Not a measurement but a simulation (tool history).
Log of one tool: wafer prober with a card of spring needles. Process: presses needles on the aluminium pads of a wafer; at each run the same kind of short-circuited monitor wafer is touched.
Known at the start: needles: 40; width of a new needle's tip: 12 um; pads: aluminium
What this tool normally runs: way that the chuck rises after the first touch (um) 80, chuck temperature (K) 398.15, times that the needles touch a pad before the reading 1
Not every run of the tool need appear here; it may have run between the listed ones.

run,hour,way that the chuck rises after the first touch (um),chuck temperature (K),times that the needles touch a pad before the reading,resistance of one needle with its contact and lead (mohm),way that a needle slides on the pad (um)
1,0.0,80,398.15,1,267,19.76
# hour 10.7: tips cleaned on abrasive film
2,20.3,80,398.15,1,304,19.76
# hour 24.1: tips cleaned on abrasive film
# hour 36.2: tips cleaned on abrasive film
# hour 48.6: tips cleaned on abrasive film
3,48.9,80,398.15,1,245,19.68
# hour 60.7: tips cleaned on abrasive film
4,70.6,80,398.15,1,311,19.69
# hour 72.6: tips cleaned on abrasive film
# hour 72.9: height of the first contact set anew
# hour 86.3: tips cleaned on abrasive film
# hour 98.0: tips cleaned on abrasive film
5,98.3,80,398.15,1,240,19.54
# hour 110.0: tips cleaned on abrasive film
# hour 123.0: tips cleaned on abrasive film
6,128.6,80,398.15,1,300,19.51
# hour 135.6: tips cleaned on abrasive film
7,145.9,80,398.15,2,274,19.50
# hour 148.1: tips cleaned on abrasive film
# hour 160.5: tips cleaned on abrasive film
8,166.0,66,299.15,1,306,16.00
# hour 172.3: height of the first contact set anew, once more
# hour 174.2: tips cleaned on abrasive film
9,179.3,66,299.15,1,301,16.28
# hour 187.2: tips cleaned on abrasive film
10,198.0,83,398.15,1,302,20.50
# hour 199.6: tips cleaned on abrasive film
# hour 211.9: tips cleaned on abrasive film
11,217.9,62,329.15,2,281,15.26
# hour 225.2: tips cleaned on abrasive film
# hour 238.3: tips cleaned on abrasive film
12,240.5,62,329.15,2,253,15.24
# hour 251.2: tips cleaned on abrasive film
# hour 263.9: tips cleaned on abrasive film
13,266.8,64,329.15,2,256,15.71

4 ways to go on from here, each from the tool as it stands after run 13. What would each give?
# hour 277.6: tips cleaned on abrasive film
A,282.5,64,308.15,2,?,?
# hour 277.6: tips cleaned on abrasive film
B,282.5,64,335.15,2,?,?
# hour 277.6: tips cleaned on abrasive film
C,282.5,62,389.15,2,?,?
# hour 277.6: tips cleaned on abrasive film
D,282.5,61,351.15,2,?,?

run,resistance of one needle with its contact and lead (mohm),way that a needle slides on the pad (um)
A,265,15.66
B,265,15.69
C,282,15.19
D,275,14.95
Stripped of hidden state, with their random variation kept, the same runs would have yielded:
run,resistance of one needle with its contact and lead (mohm),way that a needle slides on the pad (um)
A,213,15.81
B,215,15.84
C,233,15.33
D,222,15.10

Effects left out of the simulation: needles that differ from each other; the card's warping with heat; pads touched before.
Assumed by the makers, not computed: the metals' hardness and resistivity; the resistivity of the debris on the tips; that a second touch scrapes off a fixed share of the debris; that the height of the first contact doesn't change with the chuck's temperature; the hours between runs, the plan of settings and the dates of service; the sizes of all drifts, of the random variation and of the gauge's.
